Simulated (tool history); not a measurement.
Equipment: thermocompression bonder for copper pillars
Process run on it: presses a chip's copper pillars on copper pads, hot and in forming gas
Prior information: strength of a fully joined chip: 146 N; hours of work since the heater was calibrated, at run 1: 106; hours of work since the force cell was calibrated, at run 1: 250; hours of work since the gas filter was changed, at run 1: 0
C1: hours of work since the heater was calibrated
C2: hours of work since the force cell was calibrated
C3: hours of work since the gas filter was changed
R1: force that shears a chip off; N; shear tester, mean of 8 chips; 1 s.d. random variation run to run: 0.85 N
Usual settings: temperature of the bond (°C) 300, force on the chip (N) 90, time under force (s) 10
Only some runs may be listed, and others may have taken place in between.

{"run": 1, "hour": 0.0, "temperature of the bond (°C)": 300, "force on the chip (N)": 90, "time under force (s)": 10, "C1": 106, "C2": 250, "C3": 0, "R1": 68}
{"run": 2, "hour": 33.5, "temperature of the bond (°C)": 300, "force on the chip (N)": 60, "time under force (s)": 10, "C1": 129, "C2": 273, "C3": 23, "R1": 47.4}
{"run": 3, "hour": 70.6, "temperature of the bond (°C)": 300, "force on the chip (N)": 60, "time under force (s)": 10, "C1": 154, "C2": 298, "C3": 48, "R1": 46.4}
{"run": 4, "hour": 108.9, "temperature of the bond (°C)": 300, "force on the chip (N)": 90, "time under force (s)": 10, "C1": 180, "C2": 324, "C3": 74, "R1": 67.7}
{"run": 5, "hour": 128.0, "temperature of the bond (°C)": 300, "force on the chip (N)": 90, "time under force (s)": 10, "C1": 193, "C2": 337, "C3": 87, "R1": 68.6}
{"run": 6, "hour": 154.2, "temperature of the bond (°C)": 300, "force on the chip (N)": 90, "time under force (s)": 10, "C1": 211, "C2": 355, "C3": 105, "R1": 68.3}
{"run": 7, "hour": 180.5, "temperature of the bond (°C)": 300, "force on the chip (N)": 90, "time under force (s)": 10, "C1": 229, "C2": 373, "C3": 123, "R1": 68.9}
{"run": 8, "hour": 207.3, "temperature of the bond (°C)": 300, "force on the chip (N)": 90, "time under force (s)": 10, "C1": 248, "C2": 391, "C3": 141, "R1": 68.9}
{"hour": 228.0, "done": "forming gas filter changed"}
{"run": 9, "hour": 240.4, "temperature of the bond (°C)": 300, "force on the chip (N)": 90, "time under force (s)": 10, "C1": 270, "C2": 414, "C3": 8, "R1": 67.7}
{"run": 10, "hour": 274.4, "temperature of the bond (°C)": 300, "force on the chip (N)": 90, "time under force (s)": 10, "C1": 293, "C2": 437, "C3": 32, "R1": 68.9}
{"run": 11, "hour": 293.1, "temperature of the bond (°C)": 300, "force on the chip (N)": 90, "time under force (s)": 10, "C1": 306, "C2": 449, "C3": 44, "R1": 68.4}
{"run": 12, "hour": 326.7, "temperature of the bond (°C)": 300, "force on the chip (N)": 90, "time under force (s)": 10, "C1": 329, "C2": 472, "C3": 67, "R1": 67.5}
{"run": 13, "hour": 343.6, "temperature of the bond (°C)": 300, "force on the chip (N)": 112, "time under force (s)": 10, "C1": 340, "C2": 484, "C3": 79, "R1": 82.9}
{"run": 14, "hour": 363.0, "temperature of the bond (°C)": 302, "force on the chip (N)": 79, "time under force (s)": 10, "C1": 353, "C2": 497, "C3": 92, "R1": 62.2}
{"run": 15, "hour": 394.0, "temperature of the bond (°C)": 302, "force on the chip (N)": 123, "time under force (s)": 10, "C1": 375, "C2": 518, "C3": 113, "R1": 90.3}
{"run": 16, "hour": 417.5, "temperature of the bond (°C)": 302, "force on the chip (N)": 123, "time under force (s)": 10, "C1": 391, "C2": 534, "C3": 129, "R1": 88.2}
{"run": 17, "hour": 447.9, "temperature of the bond (°C)": 300, "force on the chip (N)": 64, "time under force (s)": 10, "C1": 411, "C2": 555, "C3": 150, "R1": 49.8}
{"hour": 455.5, "done": "forming gas filter changed"}
{"run": 18, "hour": 475.1, "temperature of the bond (°C)": 300, "force on the chip (N)": 64, "time under force (s)": 16, "C1": 430, "C2": 573, "C3": 13, "R1": 60.5}
{"run": 19, "hour": 511.3, "temperature of the bond (°C)": 300, "force on the chip (N)": 64, "time under force (s)": 16, "C1": 454, "C2": 598, "C3": 38, "R1": 60.1}
{"run": 20, "hour": 547.2, "temperature of the bond (°C)": 300, "force on the chip (N)": 64, "time under force (s)": 16, "C1": 479, "C2": 622, "C3": 63, "R1": 61}
{"run": 21, "hour": 581.1, "temperature of the bond (°C)": 326, "force on the chip (N)": 115, "time under force (s)": 13, "C1": 502, "C2": 646, "C3": 86, "R1": 113.6}
{"run": 22, "hour": 608.5, "temperature of the bond (°C)": 326, "force on the chip (N)": 115, "time under force (s)": 13, "C1": 521, "C2": 664, "C3": 104, "R1": 116}
{"run": 23, "hour": 645.1, "temperature of the bond (°C)": 326, "force on the chip (N)": 115, "time under force (s)": 13, "C1": 546, "C2": 689, "C3": 129, "R1": 114.7}
{"run": 24, "hour": 676.1, "temperature of the bond (°C)": 326, "force on the chip (N)": 115, "time under force (s)": 13, "C1": 567, "C2": 710, "C3": 150, "R1": 116.6}

Alternative continuations, all from the tool just after run 24; predict every row:
{"hour": 683.8, "done": "forming gas filter changed"}
{"run": "A", "hour": 703.2, "temperature of the bond (°C)": 275, "force on the chip (N)": 117, "time under force (s)": 8, "C1": 585, "C2": 729, "C3": 13, "R1": "?"}
{"hour": 683.8, "done": "forming gas filter changed"}
{"run": "B", "hour": 703.2, "temperature of the bond (°C)": 319, "force on the chip (N)": 78, "time under force (s)": 14, "C1": 585, "C2": 729, "C3": 13, "R1": "?"}
{"hour": 683.8, "done": "forming gas filter changed"}
{"run": "C", "hour": 703.2, "temperature of the bond (°C)": 300, "force on the chip (N)": 69, "time under force (s)": 13, "C1": 585, "C2": 729, "C3": 13, "R1": "?"}
{"hour": 683.8, "done": "forming gas filter changed"}
{"run": "D", "hour": 703.2, "temperature of the bond (°C)": 300, "force on the chip (N)": 77, "time under force (s)": 5, "C1": 585, "C2": 729, "C3": 13, "R1": "?"}
{"hour": 683.8, "done": "forming gas filter changed"}
{"run": "E", "hour": 703.2, "temperature of the bond (°C)": 293, "force on the chip (N)": 107, "time under force (s)": 27, "C1": 585, "C2": 729, "C3": 13, "R1": "?"}

run=A R1=55.1
run=B R1=85.6
run=C R1=59
run=D R1=44.9
run=E R1=98.6
Stripped of hidden state, with their random variation kept, the same runs would have yielded:
run=A R1=55.2
run=B R1=85.6
run=C R1=59.1
run=D R1=45
run=E R1=98.6
